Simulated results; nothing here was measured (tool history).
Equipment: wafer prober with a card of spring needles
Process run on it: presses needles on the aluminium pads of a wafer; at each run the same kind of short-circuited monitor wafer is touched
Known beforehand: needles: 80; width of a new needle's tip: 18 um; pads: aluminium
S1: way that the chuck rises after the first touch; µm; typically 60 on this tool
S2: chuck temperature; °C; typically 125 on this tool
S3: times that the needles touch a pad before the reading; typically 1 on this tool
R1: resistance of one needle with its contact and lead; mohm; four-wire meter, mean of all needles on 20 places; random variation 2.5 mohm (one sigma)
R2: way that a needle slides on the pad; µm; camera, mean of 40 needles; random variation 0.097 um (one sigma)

| run | hour | S1 | S2 | S3 | R1 | R2 |
|---|---|---|---|---|---|---|
| 1 | 0 | 60 | 125 | 1 | 468 | 11.36 |
|  | 3.3 | tips cleaned on abrasive film |
|  | 19.7 | tips cleaned on abrasive film |
|  | 32.8 | tips cleaned on abrasive film |
|  | 45.9 | tips cleaned on abrasive film |
|  | 62.2 | tips cleaned on abrasive film |
| 2 | 64.6 | 60 | 125 | 1 | 379 | 11.12 |
|  | 77.7 | tips cleaned on abrasive film |
|  | 94 | tips cleaned on abrasive film |
|  | 107.1 | tips cleaned on abrasive film |
|  | 120.2 | tips cleaned on abrasive film |
|  | 136.5 | tips cleaned on abrasive film |
| 3 | 148.7 | 54 | 125 | 1 | 546 | 9.93 |
|  | 152 | tips cleaned on abrasive film |
|  | 165.1 | tips cleaned on abrasive film |
|  | 178.2 | tips cleaned on abrasive film |
| 4 | 188 | 54 | 48 | 1 | 523 | 9.52 |
|  | 191.4 | tips cleaned on abrasive film |
|  | 207.8 | tips cleaned on abrasive film |
|  | 224.1 | tips cleaned on abrasive film |
| 5 | 234 | 60 | 125 | 1 | 489 | 10.82 |
|  | 237.3 | tips cleaned on abrasive film |
|  | 250.3 | tips cleaned on abrasive film |
|  | 263.4 | tips cleaned on abrasive film |
|  | 276.5 | tips cleaned on abrasive film |
|  | 292.8 | tips cleaned on abrasive film |
|  | 305.9 | tips cleaned on abrasive film |
| 6 | 315.1 | 60 | 125 | 1 | 503 | 10.73 |
|  | 321.7 | tips cleaned on abrasive film |
|  | 338 | tips cleaned on abrasive film |
|  | 351.1 | tips cleaned on abrasive film |
|  | 364.2 | tips cleaned on abrasive film |
| 7 | 367.1 | 60 | 125 | 1 | 385 | 10.67 |
|  | 380.2 | tips cleaned on abrasive film |
|  | 396.5 | tips cleaned on abrasive film |
|  | 409.6 | tips cleaned on abrasive film |
|  | 422.7 | tips cleaned on abrasive film |
|  | 439.1 | tips cleaned on abrasive film |
| 8 | 449.1 | 60 | 125 | 1 | 512 | 10.66 |
|  | 452.4 | tips cleaned on abrasive film |
|  | 468.8 | tips cleaned on abrasive film |
|  | 481.9 | tips cleaned on abrasive film |
|  | 498.2 | tips cleaned on abrasive film |
| 9 | 499.6 | 60 | 125 | 1 | 371 | 10.38 |
|  | 509.6 | height of the first contact set anew |
|  | 513 | tips cleaned on abrasive film |
|  | 526.1 | tips cleaned on abrasive film |
|  | 539.2 | tips cleaned on abrasive film |
|  | 552.2 | tips cleaned on abrasive film |
|  | 568.6 | tips cleaned on abrasive film |
| 10 | 580 | 70 | 125 | 1 | 441 | 13.22 |
|  | 583.4 | tips cleaned on abrasive film |
|  | 599.7 | tips cleaned on abrasive film |
|  | 616 | tips cleaned on abrasive film |
|  | 629.1 | tips cleaned on abrasive film |
|  | 645.5 | tips cleaned on abrasive film |
| 11 | 654.8 | 70 | 125 | 1 | 440 | 13.06 |
|  | 661.4 | tips cleaned on abrasive film |
|  | 674.5 | tips cleaned on abrasive film |
|  | 687.6 | tips cleaned on abrasive film |
|  | 703.9 | tips cleaned on abrasive film |
|  | 717 | tips cleaned on abrasive film |
| 12 | 724.2 | 70 | 125 | 1 | 408 | 12.88 |
|  | 730.8 | tips cleaned on abrasive film |
|  | 747.1 | tips cleaned on abrasive film |
| 13 | 759.8 | 44 | 125 | 1 | 786 | 8.13 |
|  | 763.1 | tips cleaned on abrasive film |
|  | 776.2 | tips cleaned on abrasive film |
|  | 792.5 | tips cleaned on abrasive film |
|  | 808.9 | tips cleaned on abrasive film |
|  | 825.2 | tips cleaned on abrasive film |
| 14 | 828.9 | 44 | 125 | 1 | 531 | 7.92 |
|  | 838.8 | tips cleaned on abrasive film |
|  | 851.9 | tips cleaned on abrasive film |
|  | 868.2 | tips cleaned on abrasive film |
| 15 | 878.6 | 44 | 125 | 1 | 727 | 7.86 |
|  | 882 | tips cleaned on abrasive film |
|  | 898.3 | tips cleaned on abrasive film |
|  | 911.4 | tips cleaned on abrasive film |
|  | 927.7 | tips cleaned on abrasive film |
|  | 940.8 | tips cleaned on abrasive film |
| 16 | 952.8 | 44 | 125 | 1 | 784 | 7.8 |
|  | 956.1 | tips cleaned on abrasive film |
|  | 972.5 | tips cleaned on abrasive film |
|  | 985.5 | tips cleaned on abrasive film |
|  | 1001.9 | tips cleaned on abrasive film |
| 17 | 1005.4 | 60 | 125 | 1 | 423 | 10.69 |
|  | 1015.3 | tips cleaned on abrasive film |
|  | 1028.4 | tips cleaned on abrasive film |
|  | 1041.4 | tips cleaned on abrasive film |
|  | 1057.8 | tips cleaned on abrasive film |
|  | 1070.9 | tips cleaned on abrasive film |
| 18 | 1076.6 | 53 | 30 | 3 | 363 | 9.35 |
|  | 1086.4 | tips cleaned on abrasive film |
|  | 1102.8 | tips cleaned on abrasive film |
|  | 1115.9 | tips cleaned on abrasive film |
|  | 1129 | tips cleaned on abrasive film |
|  | 1142 | tips cleaned on abrasive film |
| 19 | 1143.1 | 60 | 43 | 2 | 320 | 10.61 |
|  | 1156.2 | tips cleaned on abrasive film |
|  | 1169.3 | tips cleaned on abrasive film |
|  | 1182.4 | tips cleaned on abrasive film |
|  | 1198.7 | tips cleaned on abrasive film |
|  | 1199 | height of the first contact set anew |
| 20 | 1207.9 | 60 | 43 | 2 | 407 | 11.44 |
|  | 1214.5 | tips cleaned on abrasive film |
|  | 1227.5 | tips cleaned on abrasive film |
|  | 1240.6 | tips cleaned on abrasive film |
| 21 | 1247.2 | 60 | 43 | 2 | 370 | 11.39 |
|  | 1253.8 | tips cleaned on abrasive film |
|  | 1266.9 | tips cleaned on abrasive film |
|  | 1280 | tips cleaned on abrasive film |
|  | 1293.1 | tips cleaned on abrasive film |
| 22 | 1301.4 | 44 | 58 | 2 | 523 | 8.33 |
|  | 1308 | tips cleaned on abrasive film |
|  | 1324.3 | tips cleaned on abrasive film |
|  | 1340.7 | tips cleaned on abrasive film |
| 23 | 1347.3 | 73 | 47 | 2 | 359 | 13.48 |
|  | 1354 | tips cleaned on abrasive film |
|  | 1367.1 | tips cleaned on abrasive film |
|  | 1380.2 | tips cleaned on abrasive film |
|  | 1393.2 | tips cleaned on abrasive film |
| 24 | 1398 | 67 | 47 | 2 | 340 | 12.3 |
|  | 1407.9 | tips cleaned on abrasive film |
|  | 1421 | tips cleaned on abrasive film |
|  | 1434 | tips cleaned on abrasive film |
|  | 1450.4 | tips cleaned on abrasive film |
| 25 | 1456.3 | 76 | 53 | 1 | 371 | 14.03 |

Below, each run's measurement less what the same run would have read without the hidden state. Both values contain the same run-to-run variation, but the gauge's scatter may not be the same in both:
Hidden state present: debris on the tips, nm; way that the needles fall short of the set height, um; tips' diameter, um; drift of the gauge itself on contact_mohm, %; drift of the gauge itself on scrub_um, %.
| run | R1 | R2 |
|---|---|---|
| 1 | +179 | -0.24 |
| 2 | +86 | -0.36 |
| 3 | +255 | -0.46 |
| 4 | +253 | -0.53 |
| 5 | +201 | -0.58 |
| 6 | +215 | -0.69 |
| 7 | +95 | -0.76 |
| 8 | +220 | -0.86 |
| 9 | +80 | -0.94 |
| 10 | +157 | -0.1 |
| 11 | +154 | -0.2 |
| 12 | +126 | -0.31 |
| 13 | +483 | -0.35 |
| 14 | +223 | -0.44 |
| 15 | +422 | -0.5 |
| 16 | +476 | -0.59 |
| 17 | +134 | -0.66 |
| 18 | +102 | -0.77 |
| 19 | +55 | -0.87 |
| 20 | +143 | +0 |
| 21 | +106 | -0.05 |
| 22 | +242 | -0.14 |
| 23 | +96 | -0.19 |
| 24 | +82 | -0.25 |
| 25 | +112 | -0.35 |
